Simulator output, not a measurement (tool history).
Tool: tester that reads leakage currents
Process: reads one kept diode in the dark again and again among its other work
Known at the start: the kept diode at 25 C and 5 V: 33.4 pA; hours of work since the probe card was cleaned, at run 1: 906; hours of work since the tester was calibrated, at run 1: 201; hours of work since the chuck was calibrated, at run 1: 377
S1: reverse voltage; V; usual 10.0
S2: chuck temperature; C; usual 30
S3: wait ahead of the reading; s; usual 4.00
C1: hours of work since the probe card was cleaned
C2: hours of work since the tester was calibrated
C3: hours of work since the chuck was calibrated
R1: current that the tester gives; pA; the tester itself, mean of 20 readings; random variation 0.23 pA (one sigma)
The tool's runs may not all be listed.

run 1 hour=0.0 | S1=10.0 S2=30 S3=4.00 | C1=906 C2=201 C3=377 | R1=74.15
run 2 hour=168.1 | S1=10.0 S2=30 S3=4.00 | C1=1037 C2=331 C3=508 | R1=74.22
run 3 hour=309.5 | S1=10.0 S2=30 S3=4.00 | C1=1147 C2=441 C3=618 | R1=74.27
-- hour=339.5 chuck's temperature calibrated
run 4 hour=455.0 | S1=10.0 S2=30 S3=4.00 | C1=1258 C2=553 C3=90 | R1=74.00
run 5 hour=554.5 | S1=10.0 S2=30 S3=4.00 | C1=1336 C2=630 C3=167 | R1=74.09
run 6 hour=711.9 | S1=10.0 S2=49 S3=4.00 | C1=1458 C2=753 C3=290 | R1=275.21
run 7 hour=814.9 | S1=10.0 S2=49 S3=4.00 | C1=1538 C2=833 C3=370 | R1=275.98
run 8 hour=944.6 | S1=10.0 S2=49 S3=4.00 | C1=1639 C2=934 C3=471 | R1=274.88
run 9 hour=1112.3 | S1=10.0 S2=30 S3=4.00 | C1=1770 C2=1064 C3=601 | R1=73.97
-- hour=1167.6 chuck's temperature calibrated
run 10 hour=1275.6 | S1=10.0 S2=30 S3=4.00 | C1=1895 C2=1190 C3=84 | R1=74.51
run 11 hour=1349.5 | S1=5.0 S2=30 S3=4.00 | C1=1952 C2=1247 C3=141 | R1=48.79
run 12 hour=1478.7 | S1=6.3 S2=30 S3=4.00 | C1=2053 C2=1348 C3=242 | R1=56.10
run 13 hour=1567.6 | S1=10.0 S2=30 S3=3.03 | C1=2122 C2=1417 C3=311 | R1=74.41
run 14 hour=1683.0 | S1=10.0 S2=30 S3=3.03 | C1=2212 C2=1506 C3=401 | R1=74.50
run 15 hour=1837.7 | S1=10.0 S2=30 S3=4.00 | C1=2332 C2=1627 C3=521 | R1=74.71
run 16 hour=1906.5 | S1=10.0 S2=30 S3=3.99 | C1=2386 C2=1680 C3=575 | R1=74.22
run 17 hour=1983.3 | S1=10.0 S2=30 S3=3.99 | C1=2445 C2=1740 C3=634 | R1=74.72
-- hour=1992.4 chuck's temperature calibrated
run 18 hour=2076.5 | S1=10.0 S2=30 S3=4.00 | C1=2516 C2=1811 C3=65 | R1=74.23
run 19 hour=2157.6 | S1=10.0 S2=30 S3=4.00 | C1=2579 C2=1874 C3=128 | R1=73.74
run 20 hour=2315.4 | S1=2.6 S2=38 S3=1.51 | C1=2702 C2=1997 C3=251 | R1=58.55
run 21 hour=2426.9 | S1=1.3 S2=24 S3=0.81 | C1=2789 C2=2083 C3=338 | R1=14.13
run 22 hour=2541.0 | S1=10.0 S2=30 S3=1.57 | C1=2877 C2=2172 C3=427 | R1=74.89
run 23 hour=2626.2 | S1=10.0 S2=33 S3=4.00 | C1=2944 C2=2238 C3=493 | R1=92.18
run 24 hour=2709.2 | S1=10.0 S2=31 S3=4.00 | C1=3008 C2=2303 C3=557 | R1=80.07
-- hour=2820.6 chuck's temperature calibrated
run 25 hour=2820.6 | S1=10.0 S2=31 S3=4.00 | C1=3093 C2=2388 C3=0 | R1=80.18
run 26 hour=2908.8 | S1=6.3 S2=30 S3=3.69 | C1=3162 C2=2457 C3=69 | R1=56.20
run 27 hour=3024.4 | S1=3.0 S2=30 S3=2.80 | C1=3252 C2=2546 C3=159 | R1=35.99
run 28 hour=3168.6 | S1=1.3 S2=53 S3=4.00 | C1=3364 C2=2659 C3=271 | R1=104.32
run 29 hour=3311.5 | S1=12.5 S2=39 S3=4.00 | C1=3475 C2=2770 C3=382 | R1=160.90
run 30 hour=3478.3 | S1=6.3 S2=30 S3=0.88 | C1=3605 C2=2899 C3=511 | R1=57.10
-- hour=3521.6 probe card cleaned and baked
run 31 hour=3608.6 | S1=1.2 S2=27 S3=5.39 | C1=68 C2=2998 C3=610 | R1=16.62
-- hour=3649.3 chuck's temperature calibrated
run 32 hour=3757.9 | S1=1.2 S2=36 S3=0.41 | C1=182 C2=3113 C3=84 | R1=32.30
run 33 hour=3876.1 | S1=1.2 S2=36 S3=0.41 | C1=274 C2=3205 C3=176 | R1=32.50
run 34 hour=4024.8 | S1=1.2 S2=36 S3=0.41 | C1=390 C2=3320 C3=292 | R1=32.32
run 35 hour=4182.0 | S1=1.2 S2=36 S3=0.41 | C1=512 C2=3443 C3=414 | R1=32.47
run 36 hour=4344.1 | S1=1.1 S2=36 S3=0.41 | C1=638 C2=3569 C3=540 | R1=30.83
-- hour=4482.9 chuck's temperature calibrated
run 37 hour=4491.2 | S1=10.0 S2=24 S3=0.33 | C1=751 C2=3682 C3=6 | R1=52.28
run 38 hour=4584.4 | S1=2.4 S2=20 S3=1.32 | C1=823 C2=3754 C3=79 | R1=15.06

Forecast each of these 5 alternatives for the next run:
run A hour=4683.4 | S1=4.7 S2=23 S3=0.88 | C1=900 C2=3831 C3=156 | R1=?
run B hour=4683.4 | S1=2.4 S2=28 S3=0.59 | C1=900 C2=3831 C3=156 | R1=?
run C hour=4683.4 | S1=10.0 S2=27 S3=4.00 | C1=900 C2=3831 C3=156 | R1=?
run D hour=4683.4 | S1=12.8 S2=20 S3=6.63 | C1=900 C2=3831 C3=156 | R1=?
run E hour=4683.4 | S1=3.5 S2=29 S3=1.71 | C1=900 C2=3831 C3=156 | R1=?

run=A R1=28.65
run=B R1=27.66
run=C R1=59.16
run=D R1=40.60
run=E R1=36.81
Without the tool's hidden state the same runs would have given:
run=A R1=28.63
run=B R1=27.65
run=C R1=59.14
run=D R1=40.57
run=E R1=36.79
